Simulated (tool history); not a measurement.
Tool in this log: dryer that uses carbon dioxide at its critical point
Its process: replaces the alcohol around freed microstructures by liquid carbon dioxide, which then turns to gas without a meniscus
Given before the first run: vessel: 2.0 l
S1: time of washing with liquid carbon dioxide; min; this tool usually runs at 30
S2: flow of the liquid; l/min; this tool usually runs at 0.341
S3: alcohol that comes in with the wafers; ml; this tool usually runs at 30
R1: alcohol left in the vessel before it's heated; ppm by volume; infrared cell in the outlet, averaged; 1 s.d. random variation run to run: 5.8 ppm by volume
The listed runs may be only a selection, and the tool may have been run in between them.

Run 1, hour 0.0: usual settings. Result: R1 423 ppm by volume.
Run 2, hour 73.6: usual settings. Result: R1 440 ppm by volume.
Run 3, hour 124.3: usual settings but S1 31 min. Result: R1 390 ppm by volume.
Run 4, hour 181.0: usual settings but S1 22 min. Result: R1 982 ppm by volume.
Run 5, hour 215.0: usual settings but S1 22 min. Result: R1 1024 ppm by volume.
Run 6, hour 278.3: usual settings but S1 22 min. Result: R1 1018 ppm by volume.
Run 7, hour 339.7: usual settings but S1 24 min. Result: R1 684 ppm by volume.
Run 8, hour 370.4: usual settings but S1 24 min. Result: R1 705 ppm by volume.
Run 9, hour 441.8: usual settings but S1 24 min. Result: R1 730 ppm by volume.
Run 10, hour 507.5: usual settings but S1 24 min. Result: R1 749 ppm by volume.
Run 11, hour 577.0: usual settings but S1 26 min. Result: R1 626 ppm by volume.
Run 12, hour 617.2: usual settings but S2 0.323 l/min. Result: R1 467 ppm by volume.
Run 13, hour 673.2: usual settings but S2 0.323 l/min. Result: R1 483 ppm by volume.
Run 14, hour 744.5: usual settings but S2 0.323 l/min. Result: R1 508 ppm by volume.
Run 15, hour 786.1: usual settings but S1 41 min. Result: R1 132 ppm by volume.
Run 16, hour 840.9: usual settings but S1 41 min. Result: R1 76 ppm by volume.
Run 17, hour 884.5: usual settings but S1 41 min, S3 84 ml. Result: R1 158 ppm by volume.
Run 18, hour 954.7: usual settings but S3 115 ml. Result: R1 889 ppm by volume.
Run 19, hour 1028.3: usual settings but S3 115 ml. Result: R1 907 ppm by volume.
Run 20, hour 1071.6: usual settings but S1 23 min, S3 115 ml. Result: R1 2360 ppm by volume.
Run 21, hour 1135.8: usual settings but S1 38 min, S3 25 ml. Result: R1 104 ppm by volume.
Run 22, hour 1192.9: usual settings but S1 38 min, S3 25 ml. Result: R1 110 ppm by volume.
Run 23, hour 1247.3: usual settings but S2 0.418 l/min. Result: R1 145 ppm by volume.
Run 24, hour 1315.3: usual settings but S1 42 min, S2 0.416 l/min, S3 21 ml. Result: R1 70 ppm by volume.
Run 25, hour 1350.1: usual settings but S1 22 min, S3 99 ml. Result: R1 2692 ppm by volume.
Run 26, hour 1403.4: usual settings but S1 22 min, S3 99 ml. Result: R1 2762 ppm by volume.
Run 27, hour 1468.0: usual settings but S1 40 min, S2 0.523 l/min, S3 75 ml. Result: R1 73 ppm by volume.
Run 28, hour 1530.5: usual settings but S1 40 min, S2 0.523 l/min, S3 75 ml. Result: R1 72 ppm by volume.
Run 29, hour 1561.3: usual settings but S1 33 min. Result: R1 274 ppm by volume.
Run 30, hour 1634.6: usual settings but S1 38 min, S2 0.212 l/min, S3 57 ml. Result: R1 1597 ppm by volume.
Run 31, hour 1669.5: usual settings but S2 0.255 l/min, S3 95 ml. Result: R1 2980 ppm by volume.
Run 32, hour 1740.8: usual settings but S1 23 min. Result: R1 878 ppm by volume.
Run 33, hour 1779.6: usual settings but S2 0.225 l/min, S3 28 ml. Result: R1 1314 ppm by volume.
Run 34, hour 1821.8: usual settings but S1 37 min, S2 0.281 l/min, S3 28 ml. Result: R1 407 ppm by volume.
Run 35, hour 1881.6: usual settings but S1 37 min, S2 0.281 l/min, S3 24 ml. Result: R1 363 ppm by volume.
Run 36, hour 1931.8: usual settings but S1 41 min, S2 0.281 l/min, S3 24 ml. Result: R1 287 ppm by volume.

Missing from the log above: 2 entries noted between runs. For each, name the pair of listed runs it sits between and say how the tool's hidden condition differs from the listed run just before to the listed run just after:
Between runs 6 and 7: purifier's bed changed (hour 334.8)
  flow that reaches the vessel past the clogged filter, %: 89.7 -> 89; alcohol in the recycled carbon dioxide, ppm: 159.6 -> 7.1
  measured less the result without the state, R1: +391 -> +217 ppm by volume
Between runs 15 and 16: inlet filter changed (hour 811.8)
  flow that reaches the vessel past the clogged filter, %: 83.4 -> 98.8; alcohol in the recycled carbon dioxide, ppm: 28 -> 30.3
  measured less the result without the state, R1: +88 -> +28 ppm by volume
